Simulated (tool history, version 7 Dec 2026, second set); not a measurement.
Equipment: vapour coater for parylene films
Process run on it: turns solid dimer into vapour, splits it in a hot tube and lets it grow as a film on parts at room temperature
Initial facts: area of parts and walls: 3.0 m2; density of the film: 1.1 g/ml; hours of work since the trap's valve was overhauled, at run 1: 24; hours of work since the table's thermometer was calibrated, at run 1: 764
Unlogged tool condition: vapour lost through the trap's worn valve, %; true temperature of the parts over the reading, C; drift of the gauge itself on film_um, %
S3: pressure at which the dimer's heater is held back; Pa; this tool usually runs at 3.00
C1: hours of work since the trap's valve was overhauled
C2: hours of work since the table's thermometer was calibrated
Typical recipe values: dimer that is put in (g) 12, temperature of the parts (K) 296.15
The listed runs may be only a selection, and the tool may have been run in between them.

Run 1, hour 0.0: usual settings; C1 24; C2 764. Result: thickness of the film (µm) 2.10.
Run 2, hour 34.7: usual settings; C1 39; C2 780. Result: thickness of the film (µm) 2.10.
Run 3, hour 79.7: usual settings but temperature of the parts (K) 289.15; C1 58; C2 799. Result: thickness of the film (µm) 2.68.
Run 4, hour 139.8: usual settings; C1 85; C2 826. Result: thickness of the film (µm) 2.09.
Run 5, hour 204.4: usual settings; C1 113; C2 854. Result: thickness of the film (µm) 2.08.
Run 6, hour 239.7: usual settings but dimer that is put in (g) 5; C1 128; C2 869. Result: thickness of the film (µm) 0.86.
Run 7, hour 293.9: usual settings but dimer that is put in (g) 5; C1 152; C2 893. Result: thickness of the film (µm) 0.85.
Run 8, hour 331.3: usual settings but dimer that is put in (g) 5; C1 168; C2 909. Result: thickness of the film (µm) 0.86.
Run 9, hour 388.3: usual settings but dimer that is put in (g) 5; C1 193; C2 934. Result: thickness of the film (µm) 0.86.
Run 10, hour 430.5: usual settings but dimer that is put in (g) 5; C1 212; C2 953. Result: thickness of the film (µm) 0.84.
Run 11, hour 470.6: usual settings but dimer that is put in (g) 7; C1 229; C2 970. Result: thickness of the film (µm) 1.18.
Run 12, hour 525.8: usual settings; C1 253; C2 994. Result: thickness of the film (µm) 2.03.
Run 13, hour 560.5: usual settings; C1 269; C2 1010. Result: thickness of the film (µm) 2.04.
Run 14, hour 592.3: usual settings; C1 283; C2 1023. Result: thickness of the film (µm) 2.01.
Run 15, hour 660.2: usual settings; C1 312; C2 1053. Result: thickness of the film (µm) 2.01.
Run 16, hour 689.3: usual settings but dimer that is put in (g) 19; C1 325; C2 1066. Result: thickness of the film (µm) 3.17.
Run 17, hour 730.8: usual settings; C1 343; C2 1084. Result: thickness of the film (µm) 2.01.
Run 18, hour 759.2: usual settings; C1 356; C2 1096. Result: thickness of the film (µm) 1.99.
Run 19, hour 791.3: usual settings; C1 370; C2 1110. Result: thickness of the film (µm) 1.98.
Run 20, hour 823.0: usual settings but temperature of the parts (K) 292.15; C1 383; C2 1124. Result: thickness of the film (µm) 2.28.
Run 21, hour 851.8: usual settings but temperature of the parts (K) 292.15; C1 396; C2 1137. Result: thickness of the film (µm) 2.28.
Run 22, hour 887.8: usual settings but temperature of the parts (K) 292.15; C1 412; C2 1153. Result: thickness of the film (µm) 2.28.
At hour 910.4: trap's valve overhauled.
Run 23, hour 921.6: usual settings but temperature of the parts (K) 292.15; C1 5; C2 1166. Result: thickness of the film (µm) 2.18.
Run 24, hour 950.4: usual settings but temperature of the parts (K) 292.15; C1 17; C2 1178. Result: thickness of the film (µm) 2.15.
Run 25, hour 991.4: usual settings but S3 10.08 Pa; C1 35; C2 1196. Result: thickness of the film (µm) 1.51.
At hour 1058.3: trap's valve overhauled, once more.
Run 26, hour 1062.8: usual settings but S3 10.08 Pa; C1 2; C2 1226. Result: thickness of the film (µm) 1.71.
Run 27, hour 1118.7: usual settings but dimer that is put in (g) 15, S3 3.96 Pa; C1 26; C2 1250. Result: thickness of the film (µm) 2.50.
Run 28, hour 1159.2: usual settings but dimer that is put in (g) 13, temperature of the parts (K) 294.15, S3 3.61 Pa; C1 44; C2 1268. Result: thickness of the film (µm) 2.33.
Run 29, hour 1192.5: usual settings but dimer that is put in (g) 9, temperature of the parts (K) 294.15, S3 8.28 Pa; C1 59; C2 1283. Result: thickness of the film (µm) 1.43.
Run 30, hour 1260.9: usual settings but dimer that is put in (g) 8, S3 11.38 Pa; C1 89; C2 1312. Result: thickness of the film (µm) 1.10.
Run 31, hour 1313.7: usual settings but dimer that is put in (g) 8, S3 11.38 Pa; C1 112; C2 1336. Result: thickness of the film (µm) 1.10.
Run 32, hour 1376.7: usual settings but dimer that is put in (g) 22, S3 3.96 Pa; C1 139; C2 1363. Result: thickness of the film (µm) 3.61.
Run 33, hour 1432.0: usual settings but S3 11.66 Pa; C1 163; C2 1387. Result: thickness of the film (µm) 1.62.

Run 34 has not been measured yet. What should we expect?
Run 34, hour 1496.4: usual settings but dimer that is put in (g) 11, S3 2.58 Pa; C1 192; C2 1415. Result: thickness of the film (µm) ?.

thickness of the film (µm): 1.93
With the hidden condition absent and the run-to-run variation left alone, this run would have shown thickness of the film (µm) 2.04.
